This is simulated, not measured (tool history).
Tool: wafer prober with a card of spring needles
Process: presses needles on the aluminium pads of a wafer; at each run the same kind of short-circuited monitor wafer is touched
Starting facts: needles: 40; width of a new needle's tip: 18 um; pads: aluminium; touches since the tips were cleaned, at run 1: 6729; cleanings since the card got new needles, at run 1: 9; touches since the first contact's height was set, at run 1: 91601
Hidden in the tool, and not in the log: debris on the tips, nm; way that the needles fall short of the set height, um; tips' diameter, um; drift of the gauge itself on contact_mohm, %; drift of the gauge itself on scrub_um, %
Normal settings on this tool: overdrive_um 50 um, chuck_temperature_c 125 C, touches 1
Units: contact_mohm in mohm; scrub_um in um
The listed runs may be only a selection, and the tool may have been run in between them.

run   hour  overdrive_um  chuck_temperature_c  touches  touches since the tips were cleaned  cleanings since the card got new needles  touches since the first contact's height was set  contact_mohm  scrub_um
  1      0            50                  125        1                                 6729                                         9                                             91601           461      8.06
       4.9  -- tips cleaned on abrasive film
  2   19.4            63                  125        1                                 6782                                        10                                            100631           375     10.23
      24.1  -- tips cleaned on abrasive film
  3   42.5            63                  125        1                                 8612                                        11                                            111350           386     10.13
      44.8  -- tips cleaned on abrasive film
  4   55.6            63                  125        1                                 5020                                        12                                            117385           360     10.22
      65.8  -- tips cleaned on abrasive film
  5   73.6            63                  125        1                                 3649                                        13                                            125778           339     10.17
      85.7  -- tips cleaned on abrasive film
  6     96            63                  125        1                                 4810                                        14                                            136161           353     10.23
       105  -- tips cleaned on abrasive film
  7  107.2            63                  125        1                                 1062                                        15                                            141363           281      10.1
     110.7  -- height of the first contact set anew
  8  120.4            63                  125        1                                 7060                                        15                                              4515           376     10.25
       125  -- tips cleaned on abrasive film
  9  136.8            50                   31        1                                 5492                                        16                                             12116           439       8.3
     145.4  -- tips cleaned on abrasive film
 10  158.4            54                   35        2                                 6059                                        17                                             22146           332      8.95
     165.8  -- tips cleaned on abrasive film
 11  175.1            50                  125        2                                 4377                                        18                                             29924           343      8.14
     186.4  -- tips cleaned on abrasive film
 12  190.6            50                  125        2                                 1955                                        19                                             37105           295      8.18
 13  202.5            53                   31        1                                 7490                                        19                                             42640           444      8.67
     205.6  -- tips cleaned on abrasive film
 14    216            53                   31        1                                 4887                                        20                                             48919           427      8.56
     226.1  -- tips cleaned on abrasive film
 15  230.6            63                   41        1                                 2098                                        21                                             55660           306     10.22
     246.4  -- tips cleaned on abrasive film
 16  246.4            50                   43        1                                    0                                        22                                             62968           241      8.12
 17  260.2            50                   43        1                                 6469                                        22                                             69437           479      8.18

3 ways to go on from here, each from the tool as it stands after run 17. What would each give?
     266.6  -- tips cleaned on abrasive film
  A  277.9            54                   43        1                                 5291                                        23                                             77666             ?         ?
     266.6  -- tips cleaned on abrasive film
  B  277.9            34                  125        1                                 5291                                        23                                             77666             ?         ?
     266.6  -- tips cleaned on abrasive film
  C  277.9            40                   58        2                                 5291                                        23                                             77666             ?         ?

run  contact_mohm  scrub_um
  A           429      8.74
  B           694      5.47
  C           442      6.47
With the hidden condition removed and each run's random variation left untouched, the same runs would have given:
run  contact_mohm  scrub_um
  A           214      8.88
  B           246      5.62
  C           222      6.61

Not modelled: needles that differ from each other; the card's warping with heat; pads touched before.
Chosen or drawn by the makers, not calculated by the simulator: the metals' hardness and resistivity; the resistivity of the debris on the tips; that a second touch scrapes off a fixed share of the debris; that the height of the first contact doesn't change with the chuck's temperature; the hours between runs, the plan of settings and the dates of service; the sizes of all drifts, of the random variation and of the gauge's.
